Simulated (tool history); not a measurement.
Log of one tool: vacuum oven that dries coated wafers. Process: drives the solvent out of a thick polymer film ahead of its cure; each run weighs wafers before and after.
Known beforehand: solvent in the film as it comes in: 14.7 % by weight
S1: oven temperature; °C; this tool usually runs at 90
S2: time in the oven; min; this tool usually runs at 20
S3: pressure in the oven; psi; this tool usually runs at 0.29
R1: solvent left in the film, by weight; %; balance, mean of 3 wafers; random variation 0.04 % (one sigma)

Run 1, hour 0: usual settings. Result: R1 3.37 %.
Run 2, hour 17: usual settings. Result: R1 3.4 %.
Run 3, hour 28.7: usual settings but S1 89 °C. Result: R1 3.68 %.
Run 4, hour 37.9: usual settings but S1 89 °C, S3 0.453 psi. Result: R1 4.03 %.
Run 5, hour 49.3: usual settings but S1 89 °C, S3 0.453 psi. Result: R1 4.05 %.
Run 6, hour 62.7: usual settings but S2 31 min. Result: R1 1.9 %.
Run 7, hour 77.5: usual settings but S2 31 min. Result: R1 1.91 %.
Run 8, hour 97: usual settings but S2 31 min, S3 0.16 psi. Result: R1 1.65 %.
Run 9, hour 115.7: usual settings. Result: R1 3.42 %.
Run 10, hour 134.6: usual settings but S3 0.209 psi. Result: R1 3.22 %.
Run 11, hour 149.5: usual settings but S3 0.209 psi. Result: R1 3.24 %.
Run 12, hour 164.5: usual settings but S3 0.209 psi. Result: R1 3.28 %.
Run 13, hour 174.9: usual settings but S3 0.209 psi. Result: R1 3.23 %.
Run 14, hour 190.9: usual settings. Result: R1 3.49 %.
Run 15, hour 209.5: usual settings. Result: R1 3.31 %.
Run 16, hour 221: usual settings. Result: R1 3.39 %.
Run 17, hour 232: usual settings. Result: R1 3.3 %.
Run 18, hour 247.8: usual settings. Result: R1 3.45 %.
Run 19, hour 256.8: usual settings. Result: R1 3.4 %.
Run 20, hour 266.4: usual settings. Result: R1 3.43 %.
Run 21, hour 282.8: usual settings but S1 104 °C. Result: R1 0.74 %.
Run 22, hour 295.4: usual settings. Result: R1 3.35 %.
Run 23, hour 316.8: usual settings but S3 0.484 psi. Result: R1 3.81 %.
Run 24, hour 338.2: usual settings but S2 19 min, S3 0.183 psi. Result: R1 3.4 %.
Run 25, hour 354.8: usual settings but S2 18 min. Result: R1 3.87 %.
Run 26, hour 369.3: usual settings but S2 14 min. Result: R1 4.81 %.
Run 27, hour 384.6: usual settings but S1 104 °C, S2 15 min, S3 0.309 psi. Result: R1 1.26 %.
Run 28, hour 393.4: usual settings but S1 104 °C, S2 15 min, S3 0.309 psi. Result: R1 1.26 %.
Run 29, hour 408.3: usual settings but S1 104 °C, S2 15 min, S3 0.37 psi. Result: R1 1.35 %.
Run 30, hour 417.3: usual settings but S1 104 °C, S2 15 min, S3 0.526 psi. Result: R1 1.53 %.
Run 31, hour 432.5: usual settings but S1 82 °C, S2 11 min, S3 0.395 psi. Result: R1 8.17 %.
Run 32, hour 452.6: usual settings but S1 82 °C, S2 11 min, S3 0.28 psi. Result: R1 8 %.
Run 33, hour 472.8: usual settings but S1 82 °C, S2 11 min, S3 0.28 psi. Result: R1 8.11 %.
Run 34, hour 485.9: usual settings but S1 85 °C, S2 30 min, S3 0.219 psi. Result: R1 3.04 %.
Run 35, hour 499.3: usual settings but S1 100 °C, S2 13 min, S3 0.219 psi. Result: R1 2.19 %.
Run 36, hour 519.5: usual settings but S1 103 °C, S2 13 min, S3 0.467 psi. Result: R1 2.01 %.
Run 37, hour 537.9: usual settings but S1 87 °C, S2 13 min, S3 0.354 psi. Result: R1 6.2 %.
Run 38, hour 556.2: usual settings but S1 96 °C, S2 18 min, S3 0.354 psi. Result: R1 2.26 %.
Run 39, hour 571.6: usual settings but S1 96 °C, S2 18 min, S3 0.354 psi. Result: R1 2.3 %.
Run 40, hour 593.2: usual settings but S1 95 °C, S2 16 min, S3 0.342 psi. Result: R1 3 %.
At hour 598: vacuum gauge cleaned of residue and calibrated.
Run 41, hour 607.9: usual settings but S1 95 °C, S2 16 min, S3 0.342 psi. Result: R1 2.96 %.
Run 42, hour 621.5: usual settings but S1 87 °C, S3 0.416 psi. Result: R1 4.54 %.
Run 43, hour 632.1: usual settings but S1 98 °C, S2 19 min. Result: R1 1.66 %.
Run 44, hour 651.6: usual settings but S1 87 °C, S2 31 min, S3 0.587 psi. Result: R1 3.35 %.
Run 45, hour 669.8: usual settings but S2 16 min, S3 0.701 psi. Result: R1 5.02 %.
Run 46, hour 689.2: usual settings but S1 104 °C, S2 14 min, S3 0.345 psi. Result: R1 1.43 %.

Predict each of these 3 candidate next runs independently; none follows another, all start after run 46:
Run A, hour 707.6: usual settings but S1 97 °C, S2 11 min, S3 0.197 psi. Result: R1 ?.
Run B, hour 707.6: usual settings but S1 89 °C, S2 14 min, S3 0.345 psi. Result: R1 ?.
Run C, hour 707.6: usual settings but S1 93 °C. Result: R1 ?.

run    R1
  A  3.75
  B  5.25
  C  2.64
Take away the tool's hidden state, keep each run's random variation, and the runs would have read:
run    R1
  A  3.76
  B  5.27
  C  2.65
